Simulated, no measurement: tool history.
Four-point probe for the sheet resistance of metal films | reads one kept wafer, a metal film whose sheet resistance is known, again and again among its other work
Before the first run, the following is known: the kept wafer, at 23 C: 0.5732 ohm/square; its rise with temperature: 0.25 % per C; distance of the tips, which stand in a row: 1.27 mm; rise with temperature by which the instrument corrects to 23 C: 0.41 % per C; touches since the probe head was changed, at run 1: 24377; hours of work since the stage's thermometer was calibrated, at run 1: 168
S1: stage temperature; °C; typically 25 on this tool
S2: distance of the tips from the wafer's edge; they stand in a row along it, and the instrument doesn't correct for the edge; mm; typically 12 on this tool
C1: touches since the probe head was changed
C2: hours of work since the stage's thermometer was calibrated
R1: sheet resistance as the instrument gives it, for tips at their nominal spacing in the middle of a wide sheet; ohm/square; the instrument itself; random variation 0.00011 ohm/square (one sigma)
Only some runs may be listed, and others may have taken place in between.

run 1 hour=0 | S1=25 S2=12 | C1=24377 C2=168 | R1=0.576151
run 2 hour=20 | S1=25 S2=12 | C1=24983 C2=178 | R1=0.576151
run 3 hour=39.8 | S1=25 S2=12 | C1=25583 C2=187 | R1=0.576234
run 4 hour=59.4 | S1=35 S2=12 | C1=26176 C2=197 | R1=0.567672
run 5 hour=81.5 | S1=25 S2=12 | C1=26845 C2=207 | R1=0.57629
run 6 hour=104 | S1=25 S2=12 | C1=27527 C2=218 | R1=0.576268
run 7 hour=126.7 | S1=25 S2=12 | C1=28214 C2=229 | R1=0.576194
run 8 hour=150.7 | S1=25 S2=12 | C1=28941 C2=241 | R1=0.57654
run 9 hour=161.8 | S1=25 S2=12 | C1=29278 C2=246 | R1=0.576372
run 10 hour=177.4 | S1=25 S2=12 | C1=29749 C2=254 | R1=0.576523
run 11 hour=195.4 | S1=25 S2=12 | C1=30295 C2=262 | R1=0.576531
run 12 hour=216.7 | S1=23 S2=12 | C1=30938 C2=273 | R1=0.578379
run 13 hour=237.7 | S1=23 S2=12 | C1=31575 C2=283 | R1=0.578293
run 14 hour=249.4 | S1=23 S2=12 | C1=31929 C2=289 | R1=0.578177
run 15 hour=265.4 | S1=23 S2=69 | C1=32413 C2=296 | R1=0.574783
run 16 hour=286.6 | S1=23 S2=69 | C1=33057 C2=307 | R1=0.575001
run 17 hour=299.5 | S1=25 S2=18 | C1=33448 C2=313 | R1=0.574753
run 18 hour=316 | S1=23 S2=18 | C1=33946 C2=321 | R1=0.576713
run 19 hour=326.9 | S1=23 S2=18 | C1=34275 C2=326 | R1=0.576541
run 20 hour=345 | S1=25 S2=13 | C1=34825 C2=335 | R1=0.576004
run 21 hour=366.3 | S1=25 S2=13 | C1=35469 C2=345 | R1=0.576052
run 22 hour=383.6 | S1=25 S2=13 | C1=35994 C2=353 | R1=0.576365
run 23 hour=406.5 | S1=25 S2=13 | C1=36687 C2=364 | R1=0.576298
run 24 hour=426.4 | S1=27 S2=17 | C1=37288 C2=374 | R1=0.573182
run 25 hour=438.9 | S1=33 S2=12 | C1=37667 C2=380 | R1=0.569608
run 26 hour=461.5 | S1=25 S2=6 | C1=38354 C2=391 | R1=0.586949
run 27 hour=477.2 | S1=25 S2=6 | C1=38827 C2=399 | R1=0.586738
run 28 hour=498 | S1=35 S2=37 | C1=39458 C2=409 | R1=0.565035
run 29 hour=509.3 | S1=25 S2=11 | C1=39799 C2=414 | R1=0.577537
run 30 hour=533.2 | S1=34 S2=39 | C1=40523 C2=426 | R1=0.565853
run 31 hour=553.7 | S1=34 S2=39 | C1=41145 C2=436 | R1=0.566096
run 32 hour=571.7 | S1=34 S2=39 | C1=41690 C2=444 | R1=0.565772
run 33 hour=582.9 | S1=25 S2=17 | C1=42028 C2=450 | R1=0.575284
run 34 hour=606.2 | S1=29 S2=56 | C1=42736 C2=461 | R1=0.570068
run 35 hour=621.3 | S1=29 S2=56 | C1=43192 C2=468 | R1=0.570313
run 36 hour=643.9 | S1=29 S2=56 | C1=43875 C2=479 | R1=0.569985
run 37 hour=657.4 | S1=29 S2=56 | C1=44284 C2=486 | R1=0.570239
run 38 hour=669.1 | S1=19 S2=55 | C1=44639 C2=491 | R1=0.579216
run 39 hour=687.1 | S1=24 S2=11 | C1=45183 C2=500 | R1=0.578782
run 40 hour=709.2 | S1=19 S2=5 | C1=45854 C2=511 | R1=0.598737
run 41 hour=725.5 | S1=19 S2=5 | C1=46348 C2=519 | R1=0.598831
run 42 hour=737.9 | S1=29 S2=14 | C1=46723 C2=525 | R1=0.572873
run 43 hour=751.2 | S1=18 S2=7 | C1=47127 C2=531 | R1=0.590473
run 44 hour=767.1 | S1=19 S2=4 | C1=47606 C2=539 | R1=0.609055
run 45 hour=778.6 | S1=19 S2=4 | C1=47957 C2=544 | R1=0.60913

Selected run-to-run steps in R1, each split into two signed amounts: the part the tool would show with no hidden state at all (from settings, incoming material and random variation), and the remainder, which goes to the hidden state together with any gauge scatter not common to the measured and the hidden-state-free results:
Hidden state present: inner tips' distance over the nominal, %; tips' flats over new ones', %; wafer's true temperature over the reading, C; drift of the gauge itself on sheet_ohm, %.
Run 27 -> 28: S1 25 -> 35, S2 6 -> 37. R1 -0.021703 ohm/square: hidden state -0.000048, all else -0.021655.
Run 39 -> 40: S1 24 -> 19, S2 11 -> 5. R1 +0.019955 ohm/square: hidden state +0.00011, all else +0.019845.
Run 41 -> 42: S1 19 -> 29, S2 5 -> 14. R1 -0.025958 ohm/square: hidden state -0.000091, all else -0.025867.
Run 42 -> 43: S1 29 -> 18, S2 14 -> 7. R1 +0.0176 ohm/square: hidden state +0.000098, all else +0.017502.
Run 43 -> 44: S1 18 -> 19, S2 7 -> 4. R1 +0.018582 ohm/square: hidden state +0.000095, all else +0.018487.
